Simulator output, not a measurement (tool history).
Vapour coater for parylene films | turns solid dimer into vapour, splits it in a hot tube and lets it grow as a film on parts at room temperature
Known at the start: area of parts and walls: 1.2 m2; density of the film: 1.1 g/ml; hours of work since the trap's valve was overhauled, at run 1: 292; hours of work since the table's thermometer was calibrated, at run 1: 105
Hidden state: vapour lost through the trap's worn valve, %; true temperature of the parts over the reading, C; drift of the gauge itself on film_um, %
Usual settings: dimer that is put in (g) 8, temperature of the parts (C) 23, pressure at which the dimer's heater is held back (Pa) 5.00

run   hour  dimer that is put in (g)  temperature of the parts (C)  pressure at which the dimer's heater is held back (Pa)  hours of work since the trap's valve was overhauled  hours of work since the table's thermometer was calibrated  thickness of the film (nm)
  1    0.0                         8                            23                                                    5.00                                                  292                                                         105                        2980
  2   15.8                         8                            23                                                    5.00                                                  300                                                         113                        2960
  3   26.5                         8                            23                                                    5.00                                                  306                                                         118                        2950
  4   39.1                        12                            23                                                    5.00                                                  312                                                         124                        4420
  5   52.7                        12                            23                                                    5.00                                                  319                                                         131                        4390
  6   65.1                        12                            23                                                    5.00                                                  325                                                         137                        4380
  7   71.8                         7                            23                                                    5.00                                                  328                                                         140                        2580
      77.1  -- trap's valve overhauled
  8   90.8                         9                            33                                                    5.00                                                    7                                                         148                        2690
  9  106.6                         9                            33                                                    5.00                                                   15                                                         156                        2680
 10  118.5                         9                            33                                                    5.00                                                   21                                                         162                        2650

How the hidden state differs across the entries between the runs, from the last listed run before each to the first after it:
Between runs 7 and 8: trap's valve overhauled (hour 77.1)
  vapour lost through the trap's worn valve, %: 8.6 -> 10.3; true temperature of the parts over the reading, C: -0.16 -> -0.17
  measured less the result without the state, thickness of the film (nm): -230 -> -300
